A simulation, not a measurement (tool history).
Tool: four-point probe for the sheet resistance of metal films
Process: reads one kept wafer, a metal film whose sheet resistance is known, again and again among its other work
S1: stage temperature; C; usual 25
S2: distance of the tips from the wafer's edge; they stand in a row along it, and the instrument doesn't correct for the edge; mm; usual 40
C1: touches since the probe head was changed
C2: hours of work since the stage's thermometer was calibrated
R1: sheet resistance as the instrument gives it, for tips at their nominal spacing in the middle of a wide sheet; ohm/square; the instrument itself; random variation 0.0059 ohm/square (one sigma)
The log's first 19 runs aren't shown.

{"run": 20, "hour": 1989.4, "S1": 35, "S2": 40, "C1": 64926, "C2": 652, "R1": 29.426959}
{"run": 21, "hour": 2051.2, "S1": 25, "S2": 36, "C1": 66863, "C2": 686, "R1": 29.667079}
{"run": 22, "hour": 2167.6, "S1": 28, "S2": 3, "C1": 70512, "C2": 749, "R1": 30.290444}
{"run": 23, "hour": 2252.3, "S1": 21, "S2": 4, "C1": 73166, "C2": 795, "R1": 30.155729}
{"run": 24, "hour": 2366.0, "S1": 21, "S2": 4, "C1": 76733, "C2": 857, "R1": 30.167446}
{"run": 25, "hour": 2499.2, "S1": 32, "S2": 7, "C1": 80909, "C2": 930, "R1": 29.632124}
{"run": 26, "hour": 2610.4, "S1": 34, "S2": 4, "C1": 84393, "C2": 991, "R1": 29.859112}
{"run": 27, "hour": 2697.7, "S1": 22, "S2": 74, "C1": 87131, "C2": 1038, "R1": 29.74175}
{"run": 28, "hour": 2776.1, "S1": 33, "S2": 37, "C1": 89588, "C2": 1081, "R1": 29.485698}
{"run": 29, "hour": 2843.5, "S1": 25, "S2": 3, "C1": 91702, "C2": 1118, "R1": 30.356237}
{"run": 30, "hour": 2964.2, "S1": 20, "S2": 3, "C1": 95485, "C2": 1183, "R1": 30.488664}
{"run": 31, "hour": 3045.3, "S1": 29, "S2": 3, "C1": 98030, "C2": 1228, "R1": 30.270697}
{"run": 32, "hour": 3153.3, "S1": 25, "S2": 4, "C1": 101416, "C2": 1286, "R1": 30.060121}
{"run": 33, "hour": 3233.0, "S1": 25, "S2": 74, "C1": 103916, "C2": 1330, "R1": 29.669216}
{"run": 34, "hour": 3328.6, "S1": 25, "S2": 74, "C1": 106910, "C2": 1382, "R1": 29.661051}
{"run": 35, "hour": 3437.9, "S1": 19, "S2": 45, "C1": 110338, "C2": 1442, "R1": 29.814976}
{"run": 36, "hour": 3523.2, "S1": 19, "S2": 45, "C1": 113013, "C2": 1488, "R1": 29.810435}
{"run": 37, "hour": 3655.3, "S1": 22, "S2": 8, "C1": 117154, "C2": 1560, "R1": 29.84403}
{"hour": 3777.3, "done": "stage's thermometer calibrated"}
{"run": 38, "hour": 3788.4, "S1": 24, "S2": 64, "C1": 121312, "C2": 6, "R1": 29.694109}
{"run": 39, "hour": 3864.1, "S1": 31, "S2": 3, "C1": 123686, "C2": 47, "R1": 30.2229}
{"run": 40, "hour": 4000.3, "S1": 21, "S2": 3, "C1": 127954, "C2": 122, "R1": 30.466877}

Forecast each of these 3 alternatives for the next run:
{"run": "A", "hour": 4093.4, "S1": 24, "S2": 7, "C1": 130873, "C2": 172, "R1": "?"}
{"run": "B", "hour": 4093.4, "S1": 20, "S2": 40, "C1": 130873, "C2": 172, "R1": "?"}
{"run": "C", "hour": 4093.4, "S1": 33, "S2": 28, "C1": 130873, "C2": 172, "R1": "?"}

run=A R1=29.819858
run=B R1=29.790081
run=C R1=29.490684
Without the tool's hidden state the same runs would have given:
run=A R1=29.824211
run=B R1=29.794432
run=C R1=29.494987
